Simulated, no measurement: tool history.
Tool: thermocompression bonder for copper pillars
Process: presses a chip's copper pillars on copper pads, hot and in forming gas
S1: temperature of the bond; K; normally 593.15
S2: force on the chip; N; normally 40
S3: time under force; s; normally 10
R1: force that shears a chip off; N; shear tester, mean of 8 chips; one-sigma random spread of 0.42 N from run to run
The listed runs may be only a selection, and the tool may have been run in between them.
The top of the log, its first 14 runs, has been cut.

{"run": 15, "hour": 171.0, "S1": 593.15, "S2": 28, "S3": 10, "R1": 63.5}
{"run": 16, "hour": 183.7, "S1": 593.15, "S2": 36, "S3": 10, "R1": 78.5}
{"run": 17, "hour": 201.4, "S1": 593.15, "S2": 36, "S3": 10, "R1": 78.3}
{"run": 18, "hour": 210.7, "S1": 593.15, "S2": 40, "S3": 10, "R1": 85.7}
{"run": 19, "hour": 226.3, "S1": 593.15, "S2": 40, "S3": 10, "R1": 85.5}
{"run": 20, "hour": 235.7, "S1": 593.15, "S2": 40, "S3": 10, "R1": 85}
{"run": 21, "hour": 252.7, "S1": 593.15, "S2": 40, "S3": 10, "R1": 85.7}
{"run": 22, "hour": 262.7, "S1": 586.15, "S2": 49, "S3": 9, "R1": 91.4}
{"run": 23, "hour": 274.5, "S1": 572.15, "S2": 29, "S3": 7, "R1": 48.8}
{"run": 24, "hour": 282.8, "S1": 620.15, "S2": 49, "S3": 7, "R1": 104}
{"run": 25, "hour": 293.1, "S1": 566.15, "S2": 40, "S3": 9, "R1": 67.5}
{"run": 26, "hour": 305.3, "S1": 604.15, "S2": 56, "S3": 6, "R1": 99.5}
{"run": 27, "hour": 316.2, "S1": 604.15, "S2": 56, "S3": 6, "R1": 99.5}
{"hour": 324.9, "done": "gauge calibrated"}
{"run": 28, "hour": 326.4, "S1": 578.15, "S2": 28, "S3": 17, "R1": 67.1}
{"run": 29, "hour": 342.0, "S1": 595.15, "S2": 25, "S3": 12, "R1": 61.5}
{"run": 30, "hour": 358.9, "S1": 595.15, "S2": 25, "S3": 12, "R1": 61.8}
{"run": 31, "hour": 368.2, "S1": 595.15, "S2": 25, "S3": 12, "R1": 62.1}
{"run": 32, "hour": 384.1, "S1": 598.15, "S2": 32, "S3": 17, "R1": 86.1}
{"run": 33, "hour": 397.3, "S1": 598.15, "S2": 32, "S3": 17, "R1": 87.2}
{"run": 34, "hour": 405.4, "S1": 598.15, "S2": 48, "S3": 17, "R1": 110.1}
{"run": 35, "hour": 418.4, "S1": 565.15, "S2": 40, "S3": 21, "R1": 86.9}
{"run": 36, "hour": 432.0, "S1": 593.15, "S2": 41, "S3": 10, "R1": 85.8}

Run 37 is up next; what results do you expect?
{"run": 37, "hour": 447.9, "S1": 593.15, "S2": 41, "S3": 10, "R1": "?"}

R1: 85.9 N
Minus the tool's unlogged condition, the same run would have read R1 85 N.
